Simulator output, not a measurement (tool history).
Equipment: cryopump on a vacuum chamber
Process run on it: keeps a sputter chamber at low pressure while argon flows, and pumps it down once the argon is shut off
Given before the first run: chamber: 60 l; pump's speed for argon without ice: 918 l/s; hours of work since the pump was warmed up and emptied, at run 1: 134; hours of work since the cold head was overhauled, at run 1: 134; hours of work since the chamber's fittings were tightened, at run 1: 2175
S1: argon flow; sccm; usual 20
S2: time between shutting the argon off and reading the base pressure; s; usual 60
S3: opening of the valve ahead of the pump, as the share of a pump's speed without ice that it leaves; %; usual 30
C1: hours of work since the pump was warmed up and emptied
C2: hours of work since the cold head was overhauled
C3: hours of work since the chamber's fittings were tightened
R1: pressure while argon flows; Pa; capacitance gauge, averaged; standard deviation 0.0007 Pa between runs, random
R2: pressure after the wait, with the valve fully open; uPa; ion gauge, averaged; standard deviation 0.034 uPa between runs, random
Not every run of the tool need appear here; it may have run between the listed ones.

| run | day | S1 | S2 | S3 | C1 | C2 | C3 | R1 | R2 |
|---|---|---|---|---|---|---|---|---|---|
| 1 | 0.000 | 20 | 60 | 30 | 134 | 134 | 2175 | 0.1257 | 3.22 |
| 2 | 0.979 | 20 | 60 | 30 | 148 | 148 | 2190 | 0.1243 | 3.19 |
| 3 | 1.608 | 20 | 60 | 30 | 158 | 158 | 2199 | 0.1244 | 3.20 |
| 4 | 2.321 | 20 | 60 | 30 | 168 | 168 | 2210 | 0.1256 | 3.09 |
| 5 | 2.929 | 20 | 60 | 30 | 177 | 177 | 2219 | 0.1265 | 3.20 |
| 6 | 3.683 | 20 | 60 | 30 | 189 | 189 | 2230 | 0.1251 | 3.16 |
| 7 | 4.238 | 20 | 60 | 30 | 197 | 197 | 2238 | 0.1265 | 3.16 |
| 8 | 5.208 | 20 | 60 | 30 | 211 | 211 | 2253 | 0.1265 | 3.18 |
| 9 | 6.012 | 20 | 60 | 30 | 223 | 223 | 2265 | 0.1266 | 3.17 |
| 10 | 7.050 | 20 | 40 | 30 | 239 | 239 | 2281 | 0.1276 | 3.99 |
| 11 | 7.854 | 37 | 50 | 30 | 251 | 251 | 2292 | 0.2341 | 3.57 |
| 12 | 8.496 | 20 | 60 | 29 | 260 | 260 | 2302 | 0.1320 | 3.28 |
| 13 | 9.408 | 20 | 60 | 21 | 274 | 274 | 2316 | 0.1785 | 3.38 |
| 14 | 10.425 | 9 | 299 | 54 | 289 | 289 | 2331 | 0.0324 | 2.09 |
| 15 | 11.025 | 20 | 60 | 42 | 298 | 298 | 2340 | 0.0915 | 3.32 |
| 16 | 12.046 | 30 | 29 | 53 | 313 | 313 | 2355 | 0.1111 | 4.91 |
| 17 | 12.696 | 20 | 41 | 36 | 323 | 323 | 2365 | 0.1070 | 4.05 |
| 18 | 13.462 | 17 | 22 | 36 | 335 | 335 | 2376 | 0.0901 | 5.79 |
| 19 | 14.125 | 32 | 220 | 21 | 344 | 344 | 2386 | 0.2879 | 2.23 |
| 20 | 14.696 | 15 | 60 | 30 | 353 | 353 | 2395 | 0.0957 | 3.39 |

5 options for the next run, each taken on its own from the tool as it stands now. Forecast them:
| A | 15.625 | 15 | 54 | 30 | 367 | 367 | 2409 | ? | ? |
| B | 15.625 | 15 | 60 | 18 | 367 | 367 | 2409 | ? | ? |
| C | 15.625 | 20 | 159 | 44 | 367 | 367 | 2409 | ? | ? |
| D | 15.625 | 15 | 95 | 39 | 367 | 367 | 2409 | ? | ? |
| E | 15.625 | 20 | 35 | 30 | 367 | 367 | 2409 | ? | ? |

| run | R1 | R2 |
|---|---|---|
| A | 0.0969 | 3.67 |
| B | 0.1567 | 3.42 |
| C | 0.0897 | 2.44 |
| D | 0.0738 | 2.82 |
| E | 0.1283 | 4.43 |
Take away the tool's hidden state, keep each run's random variation, and the runs would have read:
| run | R1 | R2 |
|---|---|---|
| A | 0.0928 | 2.07 |
| B | 0.1527 | 1.84 |
| C | 0.0842 | 0.89 |
| D | 0.0698 | 1.28 |
| E | 0.1229 | 2.88 |

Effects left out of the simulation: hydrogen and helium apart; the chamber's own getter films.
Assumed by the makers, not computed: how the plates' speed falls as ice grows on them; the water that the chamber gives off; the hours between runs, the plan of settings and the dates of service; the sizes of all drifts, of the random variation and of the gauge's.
